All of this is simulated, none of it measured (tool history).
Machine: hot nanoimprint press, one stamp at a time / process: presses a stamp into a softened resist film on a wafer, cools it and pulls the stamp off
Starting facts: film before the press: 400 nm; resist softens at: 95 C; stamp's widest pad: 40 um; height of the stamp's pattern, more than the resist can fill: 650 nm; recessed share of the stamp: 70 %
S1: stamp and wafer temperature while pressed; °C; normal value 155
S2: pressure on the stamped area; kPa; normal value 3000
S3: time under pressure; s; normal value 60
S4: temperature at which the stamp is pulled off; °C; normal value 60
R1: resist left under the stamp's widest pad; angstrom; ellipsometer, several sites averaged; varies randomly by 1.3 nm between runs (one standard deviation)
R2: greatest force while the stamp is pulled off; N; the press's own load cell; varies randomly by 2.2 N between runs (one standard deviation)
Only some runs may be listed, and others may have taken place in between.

| run | hour | S1 | S2 | S3 | S4 | R1 | R2 |
|---|---|---|---|---|---|---|---|
| 1 | 0 | 155 | 3000 | 60 | 60 | 2205 | 123 |
| 2 | 6.3 | 155 | 3000 | 60 | 60 | 2205 | 117 |
| 3 | 13.3 | 155 | 3000 | 60 | 60 | 2181 | 120 |
| 4 | 27.3 | 155 | 3000 | 60 | 57 | 2189 | 128 |
| 5 | 41.3 | 155 | 3000 | 43 | 60 | 2440 | 119 |
| 6 | 49.1 | 149 | 3000 | 60 | 60 | 2628 | 127 |
| 7 | 57.2 | 149 | 3000 | 60 | 60 | 2611 | 125 |
| 8 | 66.1 | 149 | 3000 | 60 | 60 | 2624 | 123 |
| 9 | 78.7 | 155 | 3000 | 60 | 60 | 2226 | 128 |
| 10 | 86.8 | 155 | 3000 | 60 | 60 | 2198 | 134 |
| 11 | 99.3 | 155 | 3000 | 60 | 60 | 2224 | 129 |
| 12 | 108.4 | 155 | 3000 | 60 | 60 | 2202 | 132 |
| 13 | 117.7 | 162 | 3000 | 60 | 60 | 1757 | 132 |
| 14 | 129.2 | 162 | 3000 | 60 | 60 | 1791 | 129 |
| 15 | 142.5 | 162 | 3000 | 60 | 60 | 1773 | 134 |
| 16 | 153.3 | 162 | 3000 | 60 | 60 | 1790 | 134 |
| 17 | 160 | 162 | 3000 | 60 | 60 | 1774 | 138 |
| 18 | 166.6 | 156 | 3540 | 60 | 62 | 2040 | 133 |
| 19 | 177.2 | 156 | 2060 | 60 | 49 | 2458 | 166 |
| 20 | 190.1 | 155 | 2660 | 60 | 60 | 2340 | 140 |
| 21 | 199.5 | 149 | 2400 | 60 | 58 | 2831 | 145 |
| 22 | 207.6 | 149 | 1980 | 53 | 53 | 3013 | 157 |
| 23 | 218.4 | 155 | 3000 | 60 | 63 | 2233 | 130 |
| 24 | 229.1 | 155 | 3000 | 60 | 63 | 2246 | 143 |
|  | 236.8 | stamp cleaned and given a new release coat |
| 25 | 243.2 | 143 | 3790 | 63 | 49 | 2906 | 118 |
| 26 | 250.8 | 146 | 3790 | 63 | 68 | 2661 | 88 |
| 27 | 263 | 155 | 2880 | 82 | 60 | 2070 | 106 |
| 28 | 271 | 155 | 3030 | 30 | 63 | 2767 | 102 |
| 29 | 282.6 | 155 | 4410 | 60 | 60 | 1965 | 102 |

Here are 4 independent what-if runs from the current tool condition. What would each one return?
| A | 294.2 | 155 | 2020 | 60 | 59 | ? | ? |
| B | 294.2 | 157 | 3000 | 60 | 60 | ? | ? |
| C | 294.2 | 146 | 2270 | 60 | 60 | ? | ? |
| D | 294.2 | 159 | 3000 | 41 | 60 | ? | ? |

| run | R1 | R2 |
|---|---|---|
| A | 2550 | 114 |
| B | 2148 | 106 |
| C | 3104 | 109 |
| D | 2272 | 105 |
The same runs, with their run-to-run variation unchanged, on a tool lacking any hidden condition would have given:
| run | R1 | R2 |
|---|---|---|
| A | 2386 | 103 |
| B | 1979 | 96 |
| C | 2941 | 98 |
| D | 2105 | 95 |

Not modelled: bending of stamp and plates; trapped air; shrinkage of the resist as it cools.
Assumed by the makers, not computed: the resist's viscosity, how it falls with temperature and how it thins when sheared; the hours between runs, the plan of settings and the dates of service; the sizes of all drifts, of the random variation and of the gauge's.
